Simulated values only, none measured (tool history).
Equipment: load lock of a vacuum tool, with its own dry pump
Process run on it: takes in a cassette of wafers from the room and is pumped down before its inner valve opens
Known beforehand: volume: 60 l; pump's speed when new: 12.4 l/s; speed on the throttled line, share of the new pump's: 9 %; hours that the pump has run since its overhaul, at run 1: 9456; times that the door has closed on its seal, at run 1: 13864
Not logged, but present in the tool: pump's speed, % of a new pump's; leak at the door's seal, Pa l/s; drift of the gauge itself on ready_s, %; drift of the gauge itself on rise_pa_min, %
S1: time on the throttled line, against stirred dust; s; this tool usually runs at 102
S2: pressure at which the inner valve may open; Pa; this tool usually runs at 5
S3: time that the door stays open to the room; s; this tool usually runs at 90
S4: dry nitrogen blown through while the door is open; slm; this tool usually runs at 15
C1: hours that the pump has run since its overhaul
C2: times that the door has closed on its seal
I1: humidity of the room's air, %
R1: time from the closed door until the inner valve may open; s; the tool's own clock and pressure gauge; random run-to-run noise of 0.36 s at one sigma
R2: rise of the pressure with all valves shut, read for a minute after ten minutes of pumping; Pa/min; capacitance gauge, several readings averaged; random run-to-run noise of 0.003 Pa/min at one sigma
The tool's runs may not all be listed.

{"run": 1, "hour": 0.0, "S1": 102, "S2": 5, "S3": 90, "S4": 15, "C1": 9456, "C2": 13864, "I1": 47.3, "R1": 145.9, "R2": 0.133}
{"run": 2, "hour": 203.4, "S1": 102, "S2": 5, "S3": 90, "S4": 15, "C1": 9660, "C2": 14702, "I1": 45.9, "R1": 145.6, "R2": 0.137}
{"run": 3, "hour": 339.5, "S1": 102, "S2": 5, "S3": 90, "S4": 15, "C1": 9796, "C2": 15263, "I1": 42.1, "R1": 146.4, "R2": 0.14}
{"run": 4, "hour": 631.7, "S1": 102, "S2": 5, "S3": 90, "S4": 15, "C1": 10088, "C2": 16467, "I1": 44.6, "R1": 146.2, "R2": 0.154}
{"run": 5, "hour": 907.8, "S1": 102, "S2": 5, "S3": 131, "S4": 15, "C1": 10364, "C2": 17604, "I1": 44.5, "R1": 146.9, "R2": 0.18}
{"run": 6, "hour": 1145.1, "S1": 102, "S2": 5, "S3": 131, "S4": 15, "C1": 10601, "C2": 18582, "I1": 46.0, "R1": 146.5, "R2": 0.188}
{"run": 7, "hour": 1388.8, "S1": 134, "S2": 5, "S3": 90, "S4": 15, "C1": 10845, "C2": 19586, "I1": 48.0, "R1": 174.6, "R2": 0.181}
{"run": 8, "hour": 1668.6, "S1": 103, "S2": 5, "S3": 90, "S4": 15, "C1": 11125, "C2": 20739, "I1": 45.8, "R1": 147.7, "R2": 0.202}
{"hour": 1902.0, "done": "dry pump taken out, an overhauled one fitted"}
{"run": 9, "hour": 1979.4, "S1": 103, "S2": 5, "S3": 90, "S4": 15, "C1": 77, "C2": 21994, "I1": 46.0, "R1": 141.6, "R2": 0.209}
{"run": 10, "hour": 2246.4, "S1": 103, "S2": 5, "S3": 90, "S4": 15, "C1": 344, "C2": 23095, "I1": 44.9, "R1": 142.1, "R2": 0.223}
{"run": 11, "hour": 2379.2, "S1": 102, "S2": 5, "S3": 90, "S4": 11, "C1": 477, "C2": 23642, "I1": 43.5, "R1": 142.0, "R2": 0.234}
{"run": 12, "hour": 2666.8, "S1": 102, "S2": 5, "S3": 90, "S4": 11, "C1": 765, "C2": 24826, "I1": 42.1, "R1": 142.1, "R2": 0.247}
{"run": 13, "hour": 2861.3, "S1": 102, "S2": 5, "S3": 90, "S4": 11, "C1": 959, "C2": 25628, "I1": 42.8, "R1": 141.9, "R2": 0.268}
{"run": 14, "hour": 3101.5, "S1": 102, "S2": 5, "S3": 90, "S4": 11, "C1": 1200, "C2": 26618, "I1": 47.3, "R1": 142.2, "R2": 0.278}
{"run": 15, "hour": 3297.9, "S1": 102, "S2": 5, "S3": 90, "S4": 11, "C1": 1396, "C2": 27427, "I1": 40.3, "R1": 141.8, "R2": 0.279}
{"run": 16, "hour": 3468.9, "S1": 102, "S2": 5, "S3": 90, "S4": 12, "C1": 1567, "C2": 28131, "I1": 43.0, "R1": 141.7, "R2": 0.292}
{"hour": 3498.0, "done": "door's seal changed, seat wiped"}
{"run": 17, "hour": 3700.6, "S1": 102, "S2": 5, "S3": 90, "S4": 12, "C1": 1797, "C2": 835, "I1": 46.6, "R1": 142.6, "R2": 0.058}
{"run": 18, "hour": 3951.4, "S1": 102, "S2": 5, "S3": 90, "S4": 12, "C1": 2048, "C2": 1868, "I1": 45.5, "R1": 142.9, "R2": 0.056}
{"run": 19, "hour": 4228.2, "S1": 164, "S2": 5, "S3": 90, "S4": 13, "C1": 2325, "C2": 3008, "I1": 46.7, "R1": 198.9, "R2": 0.061}
{"run": 20, "hour": 4443.0, "S1": 164, "S2": 5, "S3": 90, "S4": 13, "C1": 2540, "C2": 3893, "I1": 45.9, "R1": 199.2, "R2": 0.066}
{"run": 21, "hour": 4587.5, "S1": 109, "S2": 5, "S3": 90, "S4": 44, "C1": 2684, "C2": 4489, "I1": 44.6, "R1": 148.5, "R2": 0.039}

Run 22 has not been measured yet. What should we expect?
{"run": 22, "hour": 4755.7, "S1": 109, "S2": 5, "S3": 90, "S4": 44, "C1": 2852, "C2": 5182, "I1": 45.7, "R1": "?", "R2": "?"}

{"run 22": {"R1": 148.6, "R2": 0.044}}
Take away the tool's hidden state, keep the run-to-run variation as it was, and the same run would have given R1 147.2 s, R2 0.025 Pa/min.

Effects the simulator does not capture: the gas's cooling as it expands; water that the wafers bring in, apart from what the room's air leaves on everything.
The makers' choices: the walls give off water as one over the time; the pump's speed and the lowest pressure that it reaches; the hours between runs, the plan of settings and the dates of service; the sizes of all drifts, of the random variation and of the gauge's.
